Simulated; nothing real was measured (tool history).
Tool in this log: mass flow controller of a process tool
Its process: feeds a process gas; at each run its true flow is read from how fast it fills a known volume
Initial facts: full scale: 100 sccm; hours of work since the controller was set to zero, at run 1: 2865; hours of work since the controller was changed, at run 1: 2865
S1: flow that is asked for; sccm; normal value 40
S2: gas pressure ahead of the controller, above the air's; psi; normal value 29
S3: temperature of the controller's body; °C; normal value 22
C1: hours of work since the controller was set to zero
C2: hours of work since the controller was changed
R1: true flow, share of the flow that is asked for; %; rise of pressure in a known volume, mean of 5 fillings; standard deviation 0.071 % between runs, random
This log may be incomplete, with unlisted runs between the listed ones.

| run | hour | S1 | S2 | S3 | C1 | C2 | R1 |
|---|---|---|---|---|---|---|---|
| 1 | 0 | 40 | 29 | 22 | 2865 | 2865 | 99.77 |
| 2 | 179.4 | 40 | 29 | 22 | 2950 | 2950 | 99.91 |
| 3 | 356 | 40 | 29 | 22 | 3035 | 3035 | 99.96 |
| 4 | 474.3 | 40 | 29 | 22 | 3091 | 3091 | 99.9 |
| 5 | 589.1 | 40 | 29 | 22 | 3146 | 3146 | 100.02 |
| 6 | 722.4 | 40 | 29 | 22 | 3209 | 3209 | 99.97 |
| 7 | 832.5 | 40 | 29 | 22 | 3262 | 3262 | 100.06 |
| 8 | 1002.2 | 40 | 29 | 22 | 3343 | 3343 | 100.08 |
| 9 | 1182.4 | 40 | 29 | 22 | 3429 | 3429 | 100.14 |
| 10 | 1370 | 40 | 29 | 22 | 3518 | 3518 | 100.21 |
| 11 | 1557.6 | 11 | 29 | 22 | 3608 | 3608 | 99.89 |
| 12 | 1719.3 | 11 | 29 | 22 | 3685 | 3685 | 99.96 |
| 13 | 1828.6 | 21 | 34.2 | 27 | 3737 | 3737 | 99.35 |
| 14 | 1927.5 | 52 | 21.5 | 20 | 3784 | 3784 | 100.71 |
| 15 | 2086.1 | 26 | 21.5 | 20 | 3859 | 3859 | 100.58 |
| 16 | 2239.6 | 14 | 31.6 | 22 | 3933 | 3933 | 99.98 |
| 17 | 2330.1 | 14 | 31.6 | 34 | 3976 | 3976 | 98.73 |
| 18 | 2479.3 | 14 | 31.6 | 34 | 4047 | 4047 | 98.7 |
| 19 | 2574.9 | 14 | 31.6 | 20 | 4092 | 4092 | 100.4 |
| 20 | 2756.4 | 73 | 36.4 | 23 | 4179 | 4179 | 100.16 |

Predict the results of run 21:
| 21 | 2858 | 64 | 26.7 | 22 | 4227 | 4227 | ? |

Run 21 came out at R1 100.54 %.
Had the tool carried no hidden state, the very same run would have given R1 100.06 %.

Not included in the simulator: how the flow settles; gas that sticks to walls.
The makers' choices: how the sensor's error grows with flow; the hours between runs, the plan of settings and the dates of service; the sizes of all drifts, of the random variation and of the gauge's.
